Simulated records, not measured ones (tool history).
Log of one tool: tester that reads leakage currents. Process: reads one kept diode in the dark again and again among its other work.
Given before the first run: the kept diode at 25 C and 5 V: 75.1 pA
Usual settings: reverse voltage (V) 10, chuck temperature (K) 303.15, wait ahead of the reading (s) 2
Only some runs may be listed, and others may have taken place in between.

| run | hour | reverse voltage (V) | chuck temperature (K) | wait ahead of the reading (s) | current that the tester gives (pA) |
|---|---|---|---|---|---|
| 1 | 0 | 10 | 303.15 | 2 | 150.42 |
| 2 | 14.7 | 10 | 303.15 | 2 | 150.14 |
| 3 | 38.5 | 10 | 303.15 | 2 | 149.64 |
| 4 | 58.6 | 10 | 303.15 | 2 | 149.26 |
| 5 | 70.7 | 10 | 303.15 | 1.25 | 151.41 |
| 6 | 100.3 | 10 | 303.15 | 1.25 | 150.44 |
| 7 | 113.9 | 10 | 303.15 | 1.25 | 150.37 |
| 8 | 131.7 | 10 | 303.15 | 4.69 | 149.19 |
| 9 | 160.3 | 10 | 303.15 | 4.69 | 148.17 |
| 10 | 183.6 | 10 | 303.15 | 4.69 | 148.6 |
| 11 | 211.4 | 6 | 317.15 | 0.32 | 396.62 |
| 12 | 228.1 | 6 | 317.15 | 0.32 | 396.04 |
| 13 | 250.7 | 10 | 294.15 | 6.87 | 73.96 |
| 14 | 263.5 | 1.9 | 304.15 | 2 | 84.48 |
| 15 | 287.4 | 17.5 | 297.15 | 0.55 | 133.2 |
| 16 | 310.9 | 2.8 | 323.15 | 0.55 | 487.64 |
| 17 | 324.3 | 2.8 | 323.15 | 0.55 | 488.96 |
| 18 | 338.5 | 10 | 303.15 | 5.72 | 146.35 |
| 19 | 353.7 | 10 | 303.15 | 5.72 | 146.82 |
| 20 | 370.5 | 2.8 | 295.15 | 0.55 | 45.91 |

3 ways to go on from here, each from the tool as it stands after run 20. What would each give?
| A | 398.9 | 10 | 303.15 | 2.7 | ? |
| B | 398.9 | 10 | 301.15 | 4.38 | ? |
| C | 398.9 | 2.8 | 295.15 | 1.09 | ? |

| run | current that the tester gives (pA) |
|---|---|
| A | 146.72 |
| B | 125.15 |
| C | 44.77 |
What these runs would have given with no unlogged condition in the tool:
| run | current that the tester gives (pA) |
|---|---|
| A | 152.38 |
| B | 126.49 |
| C | 47.49 |
